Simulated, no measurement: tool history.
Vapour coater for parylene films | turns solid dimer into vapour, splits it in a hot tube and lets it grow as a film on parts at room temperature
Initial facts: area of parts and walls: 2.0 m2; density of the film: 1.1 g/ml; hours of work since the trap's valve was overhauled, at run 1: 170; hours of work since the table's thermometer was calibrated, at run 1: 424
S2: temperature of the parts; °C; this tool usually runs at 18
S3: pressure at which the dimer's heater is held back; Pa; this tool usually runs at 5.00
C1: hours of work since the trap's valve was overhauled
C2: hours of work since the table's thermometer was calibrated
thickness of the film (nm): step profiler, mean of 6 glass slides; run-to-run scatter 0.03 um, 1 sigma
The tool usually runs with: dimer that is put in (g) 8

run 1 hour=0.0 | dimer_that_is_put_in_(g)=8 S2=18 S3=5.00 | C1=170 C2=424 | thickness_of_the_film_(nm)=2520
run 2 hour=33.6 | dimer_that_is_put_in_(g)=8 S2=18 S3=5.00 | C1=190 C2=444 | thickness_of_the_film_(nm)=2510
run 3 hour=58.4 | dimer_that_is_put_in_(g)=8 S2=18 S3=5.00 | C1=205 C2=459 | thickness_of_the_film_(nm)=2420
run 4 hour=91.2 | dimer_that_is_put_in_(g)=8 S2=18 S3=2.11 | C1=225 C2=479 | thickness_of_the_film_(nm)=2750
run 5 hour=128.1 | dimer_that_is_put_in_(g)=8 S2=18 S3=2.11 | C1=247 C2=501 | thickness_of_the_film_(nm)=2710
-- hour=153.0 trap's valve overhauled
run 6 hour=172.3 | dimer_that_is_put_in_(g)=6 S2=18 S3=5.00 | C1=12 C2=525 | thickness_of_the_film_(nm)=1720
run 7 hour=199.5 | dimer_that_is_put_in_(g)=8 S2=18 S3=5.00 | C1=28 C2=541 | thickness_of_the_film_(nm)=2260
run 8 hour=222.3 | dimer_that_is_put_in_(g)=8 S2=15 S3=5.00 | C1=42 C2=555 | thickness_of_the_film_(nm)=2560
run 9 hour=257.3 | dimer_that_is_put_in_(g)=8 S2=15 S3=5.00 | C1=63 C2=576 | thickness_of_the_film_(nm)=2540
-- hour=272.3 trap's valve overhauled, once more
run 10 hour=296.6 | dimer_that_is_put_in_(g)=8 S2=18 S3=5.00 | C1=15 C2=597 | thickness_of_the_film_(nm)=2690
run 11 hour=327.9 | dimer_that_is_put_in_(g)=8 S2=18 S3=5.00 | C1=33 C2=616 | thickness_of_the_film_(nm)=2650
run 12 hour=351.3 | dimer_that_is_put_in_(g)=8 S2=18 S3=9.35 | C1=47 C2=630 | thickness_of_the_film_(nm)=2470
run 13 hour=380.1 | dimer_that_is_put_in_(g)=8 S2=18 S3=9.35 | C1=65 C2=647 | thickness_of_the_film_(nm)=2400
run 14 hour=421.4 | dimer_that_is_put_in_(g)=11 S2=18 S3=5.00 | C1=90 C2=672 | thickness_of_the_film_(nm)=3550
run 15 hour=445.5 | dimer_that_is_put_in_(g)=11 S2=18 S3=5.00 | C1=104 C2=687 | thickness_of_the_film_(nm)=3490
run 16 hour=469.2 | dimer_that_is_put_in_(g)=8 S2=17 S3=2.39 | C1=118 C2=701 | thickness_of_the_film_(nm)=2970
run 17 hour=508.0 | dimer_that_is_put_in_(g)=8 S2=17 S3=2.39 | C1=142 C2=724 | thickness_of_the_film_(nm)=2920
run 18 hour=541.2 | dimer_that_is_put_in_(g)=8 S2=17 S3=9.44 | C1=162 C2=744 | thickness_of_the_film_(nm)=2330
run 19 hour=585.8 | dimer_that_is_put_in_(g)=8 S2=17 S3=9.44 | C1=188 C2=771 | thickness_of_the_film_(nm)=2390
run 20 hour=613.5 | dimer_that_is_put_in_(g)=11 S2=10 S3=9.44 | C1=205 C2=788 | thickness_of_the_film_(nm)=4430
run 21 hour=636.0 | dimer_that_is_put_in_(g)=5 S2=26 S3=2.35 | C1=219 C2=801 | thickness_of_the_film_(nm)=1190
run 22 hour=665.9 | dimer_that_is_put_in_(g)=7 S2=14 S3=7.18 | C1=236 C2=819 | thickness_of_the_film_(nm)=2420
-- hour=709.3 trap's valve overhauled
run 23 hour=709.3 | dimer_that_is_put_in_(g)=7 S2=25 S3=10.25 | C1=0 C2=843 | thickness_of_the_film_(nm)=1530
run 24 hour=730.4 | dimer_that_is_put_in_(g)=14 S2=11 S3=8.80 | C1=13 C2=855 | thickness_of_the_film_(nm)=5880
run 25 hour=758.0 | dimer_that_is_put_in_(g)=14 S2=11 S3=8.80 | C1=29 C2=872 | thickness_of_the_film_(nm)=5900
run 26 hour=802.0 | dimer_that_is_put_in_(g)=14 S2=11 S3=8.80 | C1=56 C2=898 | thickness_of_the_film_(nm)=5760
run 27 hour=836.5 | dimer_that_is_put_in_(g)=7 S2=23 S3=3.44 | C1=76 C2=919 | thickness_of_the_film_(nm)=1870
run 28 hour=870.8 | dimer_that_is_put_in_(g)=6 S2=18 S3=4.60 | C1=97 C2=940 | thickness_of_the_film_(nm)=1910

Take each entry between the runs: how does the hidden state at the last listed run before it differ from the hidden state at the first listed run after it?
Between runs 5 and 6: trap's valve overhauled (hour 153.0)
  vapour lost through the trap's worn valve, %: 10.5 -> 14.8; true temperature of the parts over the reading, C: 0.6 -> 0.63
  measured result minus the result with no hidden state, thickness of the film (nm): -400 -> -360
Between runs 9 and 10: trap's valve overhauled, once more (hour 272.3)
  vapour lost through the trap's worn valve, %: 16.8 -> 1; true temperature of the parts over the reading, C: 0.7 -> 0.72
  measured result minus the result with no hidden state, thickness of the film (nm): -620 -> -120
Between runs 22 and 23: trap's valve overhauled (hour 709.3)
  vapour lost through the trap's worn valve, %: 9.8 -> 0.5; true temperature of the parts over the reading, C: 1 -> 1.03
  measured result minus the result with no hidden state, thickness of the film (nm): -380 -> -80
